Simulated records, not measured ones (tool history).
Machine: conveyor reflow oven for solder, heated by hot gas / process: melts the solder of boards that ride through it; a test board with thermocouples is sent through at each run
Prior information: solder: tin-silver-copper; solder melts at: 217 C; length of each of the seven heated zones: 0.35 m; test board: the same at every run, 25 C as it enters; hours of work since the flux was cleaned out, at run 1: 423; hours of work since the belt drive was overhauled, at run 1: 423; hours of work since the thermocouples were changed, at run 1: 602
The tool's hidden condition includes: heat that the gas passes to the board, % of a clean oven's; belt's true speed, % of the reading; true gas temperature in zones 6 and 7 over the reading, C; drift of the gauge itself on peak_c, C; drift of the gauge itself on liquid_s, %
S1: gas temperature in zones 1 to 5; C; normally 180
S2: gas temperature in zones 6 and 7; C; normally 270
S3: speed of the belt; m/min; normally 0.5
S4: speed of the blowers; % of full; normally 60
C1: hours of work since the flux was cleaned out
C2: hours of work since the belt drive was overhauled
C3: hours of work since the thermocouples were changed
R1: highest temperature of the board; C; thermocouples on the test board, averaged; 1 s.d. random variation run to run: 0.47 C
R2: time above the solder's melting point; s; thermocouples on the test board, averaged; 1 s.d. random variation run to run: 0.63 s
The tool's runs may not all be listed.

run     day   S1   S2     S3  S4   C1    C2   C3     R1    R2
  1       0  180  270    0.5  60  423   423  602  249.8  62.4
  2   2.108  180  270    0.5  60  459   459  638  248.7  62.5
  3   3.667  180  270    0.5  60  486   486  665  250.2    62
       4.45  -- flux residue cleaned out of gas plates and filters
  4   6.104  180  270    0.5  60   29   525  704  251.2  65.9
  5   8.321  180  270    0.5  60   67   563  742  250.5  65.2
  6  11.075  180  270    0.5  60  114   610  790  251.6  63.8
     12.317  -- thermocouples of zones 6 and 7 changed
  7  13.083  180  270    0.5  60  148   644   13  251.2  65.7
  8  15.933  180  270    0.5  60  197   693   62  250.8  65.3
  9  19.258  180  274  0.474  60  254   750  120  255.9  73.2
 10  20.879  180  271  0.474  54  282   778  148  251.6    68
 11  22.629  180  271  0.536  58  312   808  178  248.5  56.8
 12  25.875  191  262  0.506  54  368   864  234  244.1  62.9
 13  29.092  194  270   0.55  74  424   920  290  253.4  67.4
 14   32.25  194  270   0.55  74  479   975  344  254.1  66.7
     33.388  -- flux residue cleaned out of gas plates and filters
 15  34.225  194  270   0.55  66   14  1005  375  253.2  68.1

Pick out some run-to-run changes in R1. Of each, how much would a tool without hidden state show as well, from the settings, what came in and chance, and how much is left for the hidden state and any gauge scatter not in both results compared?
Run 12 -> 13: S1 191 -> 194, S2 262 -> 270, S3 0.506 -> 0.55, S4 54 -> 74. R1 +9.3 C: hidden state -0.9, all else +10.2.
Run 14 -> 15: S4 74 -> 66, flux residue cleaned out of gas plates and filters. R1 -0.9 C: hidden state +2.6, all else -3.5.
